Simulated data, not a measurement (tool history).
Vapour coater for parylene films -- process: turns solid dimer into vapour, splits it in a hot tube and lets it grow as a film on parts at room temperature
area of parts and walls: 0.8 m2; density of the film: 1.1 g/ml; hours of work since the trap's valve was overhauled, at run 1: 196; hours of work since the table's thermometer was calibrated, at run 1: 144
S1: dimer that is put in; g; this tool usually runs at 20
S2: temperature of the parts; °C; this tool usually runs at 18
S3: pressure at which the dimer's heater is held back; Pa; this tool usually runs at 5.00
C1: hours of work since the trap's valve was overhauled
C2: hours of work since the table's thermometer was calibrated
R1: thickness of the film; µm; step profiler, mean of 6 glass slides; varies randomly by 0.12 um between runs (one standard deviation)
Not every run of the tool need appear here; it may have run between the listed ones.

Run 1, hour 0.0: usual settings; C1 196; C2 144. Result: R1 13.85 µm.
Run 2, hour 39.1: usual settings; C1 229; C2 177. Result: R1 13.87 µm.
Run 3, hour 65.1: usual settings but S3 2.24 Pa; C1 251; C2 199. Result: R1 14.36 µm.
Run 4, hour 110.5: usual settings but S3 2.24 Pa; C1 290; C2 237. Result: R1 14.24 µm.
Run 5, hour 143.8: usual settings but S3 2.24 Pa; C1 318; C2 266. Result: R1 14.28 µm.
Run 6, hour 186.3: usual settings but S1 22 g, S3 2.24 Pa; C1 354; C2 302. Result: R1 15.45 µm.
Run 7, hour 225.7: usual settings but S1 22 g, S3 2.24 Pa; C1 388; C2 335. Result: R1 15.33 µm.
Run 8, hour 252.0: usual settings but S1 22 g, S3 2.24 Pa; C1 410; C2 357. Result: R1 15.28 µm.
At hour 282.9: trap's valve overhauled.
Run 9, hour 286.1: usual settings but S2 17 °C; C1 3; C2 383. Result: R1 15.30 µm.
Run 10, hour 323.6: usual settings but S2 17 °C, S3 2.55 Pa; C1 35; C2 415. Result: R1 15.87 µm.
Run 11, hour 358.2: usual settings; C1 64; C2 444. Result: R1 14.64 µm.
Run 12, hour 393.9: usual settings; C1 94; C2 474. Result: R1 14.49 µm.
Run 13, hour 436.4: usual settings; C1 130; C2 510. Result: R1 14.55 µm.
Run 14, hour 482.7: usual settings; C1 169; C2 550. Result: R1 14.23 µm.
Run 15, hour 525.2: usual settings but S2 14 °C; C1 206; C2 586. Result: R1 16.28 µm.
Run 16, hour 557.0: usual settings; C1 232; C2 613. Result: R1 14.12 µm.
Run 17, hour 597.5: usual settings; C1 267; C2 647. Result: R1 14.13 µm.
Run 18, hour 622.4: usual settings; C1 288; C2 668. Result: R1 13.99 µm.
At hour 627.2: table's thermometer calibrated.
Run 19, hour 653.1: usual settings but S2 21 °C; C1 313; C2 22. Result: R1 12.69 µm.
Run 20, hour 691.3: usual settings but S2 21 °C; C1 345; C2 54. Result: R1 12.53 µm.
Run 21, hour 737.9: usual settings but S1 10 g; C1 385; C2 94. Result: R1 6.90 µm.
At hour 760.7: table's thermometer calibrated, once more.
Run 22, hour 771.6: usual settings but S3 2.29 Pa; C1 413; C2 9. Result: R1 14.06 µm.
At hour 799.2: trap's valve overhauled.
Run 23, hour 809.5: usual settings but S3 7.99 Pa; C1 9; C2 38. Result: R1 14.33 µm.
Run 24, hour 843.6: usual settings but S3 7.99 Pa; C1 38; C2 67. Result: R1 14.16 µm.
Run 25, hour 892.1: usual settings but S2 27 °C, S3 7.99 Pa; C1 79; C2 108. Result: R1 10.70 µm.
Run 26, hour 931.3: usual settings but S2 27 °C, S3 7.99 Pa; C1 112; C2 141. Result: R1 10.39 µm.
Run 27, hour 959.1: usual settings but S2 27 °C, S3 4.02 Pa; C1 136; C2 165. Result: R1 10.59 µm.
Run 28, hour 981.5: usual settings but S2 27 °C, S3 4.02 Pa; C1 155; C2 184. Result: R1 10.68 µm.
Run 29, hour 1010.4: usual settings but S2 27 °C, S3 4.02 Pa; C1 179; C2 208. Result: R1 10.55 µm.
Run 30, hour 1058.6: usual settings but S2 27 °C, S3 4.02 Pa; C1 220; C2 249. Result: R1 10.62 µm.
Run 31, hour 1099.5: usual settings but S1 27 g, S2 23 °C, S3 2.47 Pa; C1 255; C2 284. Result: R1 16.34 µm.
Run 32, hour 1140.7: usual settings but S1 11 g, S2 15 °C, S3 5.26 Pa; C1 290; C2 319. Result: R1 8.33 µm.
Run 33, hour 1172.4: usual settings but S3 3.27 Pa; C1 317; C2 346. Result: R1 13.91 µm.
Run 34, hour 1221.0: usual settings but S3 3.27 Pa; C1 358; C2 387. Result: R1 13.85 µm.
Run 35, hour 1244.2: usual settings but S3 3.27 Pa; C1 377; C2 407. Result: R1 13.60 µm.
Run 36, hour 1279.3: usual settings but S1 10 g, S3 11.64 Pa; C1 407; C2 436. Result: R1 6.33 µm.
Run 37, hour 1304.3: usual settings but S1 10 g, S3 11.64 Pa; C1 428; C2 458. Result: R1 6.25 µm.
At hour 1314.9: trap's valve overhauled.
Run 38, hour 1348.1: usual settings but S1 10 g, S3 11.64 Pa; C1 28; C2 491. Result: R1 7.01 µm.
Run 39, hour 1396.2: usual settings but S2 10 °C, S3 9.55 Pa; C1 69; C2 532. Result: R1 18.27 µm.
Run 40, hour 1426.5: usual settings but S2 10 °C, S3 9.55 Pa; C1 95; C2 558. Result: R1 18.16 µm.
Run 41, hour 1448.1: usual settings but S2 10 °C, S3 2.49 Pa; C1 113; C2 576. Result: R1 19.43 µm.
Run 42, hour 1483.4: usual settings but S2 10 °C, S3 2.49 Pa; C1 143; C2 606. Result: R1 19.26 µm.
Run 43, hour 1521.7: usual settings but S2 10 °C, S3 2.49 Pa; C1 175; C2 639. Result: R1 19.38 µm.
Run 44, hour 1553.9: usual settings but S2 10 °C, S3 2.49 Pa; C1 203; C2 666. Result: R1 19.08 µm.
Run 45, hour 1590.6: usual settings but S1 25 g, S2 26 °C, S3 4.64 Pa; C1 234; C2 697. Result: R1 13.59 µm.

Predict the results of run 46:
Run 46, hour 1632.9: usual settings but S1 25 g, S2 26 °C, S3 4.64 Pa; C1 270; C2 733. Result: R1 ?.

R1: 13.44 µm
Were there no unlogged condition in the tool, this run, its random variation unchanged, would have produced R1 14.17 µm.
